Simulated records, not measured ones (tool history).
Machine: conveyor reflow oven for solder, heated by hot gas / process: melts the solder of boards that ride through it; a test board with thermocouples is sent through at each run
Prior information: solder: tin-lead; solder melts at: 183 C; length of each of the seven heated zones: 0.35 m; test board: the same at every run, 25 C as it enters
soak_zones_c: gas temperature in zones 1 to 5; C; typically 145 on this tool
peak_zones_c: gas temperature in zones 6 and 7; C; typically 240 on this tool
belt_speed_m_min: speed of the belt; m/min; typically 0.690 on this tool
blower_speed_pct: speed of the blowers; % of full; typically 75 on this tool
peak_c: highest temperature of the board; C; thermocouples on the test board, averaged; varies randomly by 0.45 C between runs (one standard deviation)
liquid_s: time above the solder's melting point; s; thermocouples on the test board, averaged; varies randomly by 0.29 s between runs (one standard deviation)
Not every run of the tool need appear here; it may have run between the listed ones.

{"run": 1, "hour": 0.0, "soak_zones_c": 145, "peak_zones_c": 240, "belt_speed_m_min": 0.69, "blower_speed_pct": 75, "peak_c": 220.1, "liquid_s": 49.0}
{"run": 2, "hour": 57.0, "soak_zones_c": 145, "peak_zones_c": 240, "belt_speed_m_min": 0.69, "blower_speed_pct": 75, "peak_c": 219.7, "liquid_s": 49.5}
{"run": 3, "hour": 94.2, "soak_zones_c": 145, "peak_zones_c": 240, "belt_speed_m_min": 0.69, "blower_speed_pct": 75, "peak_c": 220.2, "liquid_s": 48.8}
{"run": 4, "hour": 144.4, "soak_zones_c": 145, "peak_zones_c": 240, "belt_speed_m_min": 0.69, "blower_speed_pct": 75, "peak_c": 220.7, "liquid_s": 48.2}
{"run": 5, "hour": 193.1, "soak_zones_c": 145, "peak_zones_c": 241, "belt_speed_m_min": 0.69, "blower_speed_pct": 75, "peak_c": 221.2, "liquid_s": 49.4}
{"run": 6, "hour": 235.8, "soak_zones_c": 145, "peak_zones_c": 240, "belt_speed_m_min": 0.69, "blower_speed_pct": 75, "peak_c": 219.8, "liquid_s": 49.4}
{"run": 7, "hour": 276.7, "soak_zones_c": 145, "peak_zones_c": 240, "belt_speed_m_min": 0.69, "blower_speed_pct": 75, "peak_c": 220.2, "liquid_s": 49.2}
{"run": 8, "hour": 324.4, "soak_zones_c": 153, "peak_zones_c": 240, "belt_speed_m_min": 0.69, "blower_speed_pct": 75, "peak_c": 221.8, "liquid_s": 52.3}
{"run": 9, "hour": 358.3, "soak_zones_c": 153, "peak_zones_c": 240, "belt_speed_m_min": 0.69, "blower_speed_pct": 75, "peak_c": 221.6, "liquid_s": 52.6}
{"run": 10, "hour": 420.3, "soak_zones_c": 145, "peak_zones_c": 240, "belt_speed_m_min": 0.621, "blower_speed_pct": 75, "peak_c": 222.8, "liquid_s": 56.5}
{"run": 11, "hour": 472.1, "soak_zones_c": 145, "peak_zones_c": 240, "belt_speed_m_min": 0.621, "blower_speed_pct": 75, "peak_c": 223.6, "liquid_s": 56.7}
{"run": 12, "hour": 530.6, "soak_zones_c": 145, "peak_zones_c": 252, "belt_speed_m_min": 0.69, "blower_speed_pct": 75, "peak_c": 230.5, "liquid_s": 54.3}
{"run": 13, "hour": 577.9, "soak_zones_c": 145, "peak_zones_c": 252, "belt_speed_m_min": 0.69, "blower_speed_pct": 75, "peak_c": 230.8, "liquid_s": 54.0}
{"run": 14, "hour": 615.4, "soak_zones_c": 145, "peak_zones_c": 252, "belt_speed_m_min": 0.678, "blower_speed_pct": 75, "peak_c": 231.5, "liquid_s": 55.6}
{"hour": 672.3, "done": "flux residue cleaned out of gas plates and filters"}
{"run": 15, "hour": 679.3, "soak_zones_c": 160, "peak_zones_c": 254, "belt_speed_m_min": 0.71, "blower_speed_pct": 51, "peak_c": 228.1, "liquid_s": 55.5}
{"run": 16, "hour": 710.3, "soak_zones_c": 136, "peak_zones_c": 246, "belt_speed_m_min": 0.743, "blower_speed_pct": 51, "peak_c": 212.0, "liquid_s": 37.6}
{"run": 17, "hour": 751.3, "soak_zones_c": 136, "peak_zones_c": 246, "belt_speed_m_min": 0.743, "blower_speed_pct": 51, "peak_c": 213.2, "liquid_s": 37.4}
{"run": 18, "hour": 791.1, "soak_zones_c": 136, "peak_zones_c": 246, "belt_speed_m_min": 0.743, "blower_speed_pct": 51, "peak_c": 212.5, "liquid_s": 37.5}
{"run": 19, "hour": 835.9, "soak_zones_c": 136, "peak_zones_c": 246, "belt_speed_m_min": 0.743, "blower_speed_pct": 58, "peak_c": 214.8, "liquid_s": 39.5}
{"run": 20, "hour": 891.0, "soak_zones_c": 136, "peak_zones_c": 246, "belt_speed_m_min": 0.743, "blower_speed_pct": 58, "peak_c": 215.6, "liquid_s": 39.4}
{"run": 21, "hour": 943.3, "soak_zones_c": 154, "peak_zones_c": 234, "belt_speed_m_min": 0.743, "blower_speed_pct": 58, "peak_c": 211.0, "liquid_s": 41.9}
{"run": 22, "hour": 995.9, "soak_zones_c": 145, "peak_zones_c": 249, "belt_speed_m_min": 0.632, "blower_speed_pct": 75, "peak_c": 231.0, "liquid_s": 60.1}
{"run": 23, "hour": 1035.8, "soak_zones_c": 145, "peak_zones_c": 241, "belt_speed_m_min": 0.746, "blower_speed_pct": 85, "peak_c": 220.4, "liquid_s": 45.0}
{"hour": 1084.6, "done": "thermocouples of zones 6 and 7 changed"}
{"run": 24, "hour": 1093.6, "soak_zones_c": 145, "peak_zones_c": 241, "belt_speed_m_min": 0.746, "blower_speed_pct": 85, "peak_c": 220.3, "liquid_s": 44.7}
{"run": 25, "hour": 1151.0, "soak_zones_c": 135, "peak_zones_c": 243, "belt_speed_m_min": 0.77, "blower_speed_pct": 55, "peak_c": 210.2, "liquid_s": 33.6}
{"hour": 1193.7, "done": "belt drive overhauled, speed set with a stopwatch"}
{"run": 26, "hour": 1203.4, "soak_zones_c": 135, "peak_zones_c": 243, "belt_speed_m_min": 0.77, "blower_speed_pct": 55, "peak_c": 210.2, "liquid_s": 33.4}
{"run": 27, "hour": 1237.4, "soak_zones_c": 135, "peak_zones_c": 243, "belt_speed_m_min": 0.77, "blower_speed_pct": 55, "peak_c": 210.4, "liquid_s": 33.8}
{"run": 28, "hour": 1281.4, "soak_zones_c": 135, "peak_zones_c": 238, "belt_speed_m_min": 0.77, "blower_speed_pct": 55, "peak_c": 206.3, "liquid_s": 31.0}

Forecast each of these 3 alternatives for the next run:
{"run": "A", "hour": 1349.0, "soak_zones_c": 135, "peak_zones_c": 238, "belt_speed_m_min": 0.77, "blower_speed_pct": 57, "peak_c": "?", "liquid_s": "?"}
{"run": "B", "hour": 1349.0, "soak_zones_c": 135, "peak_zones_c": 238, "belt_speed_m_min": 0.643, "blower_speed_pct": 55, "peak_c": "?", "liquid_s": "?"}
{"run": "C", "hour": 1349.0, "soak_zones_c": 156, "peak_zones_c": 235, "belt_speed_m_min": 0.77, "blower_speed_pct": 81, "peak_c": "?", "liquid_s": "?"}

run=A peak_c=207.6 liquid_s=31.2
run=B peak_c=214.2 liquid_s=45.4
run=C peak_c=216.5 liquid_s=45.0
Stripped of hidden state, with their random variation kept, the same runs would have yielded:
run=A peak_c=207.6 liquid_s=31.2
run=B peak_c=214.2 liquid_s=45.4
run=C peak_c=216.6 liquid_s=45.1
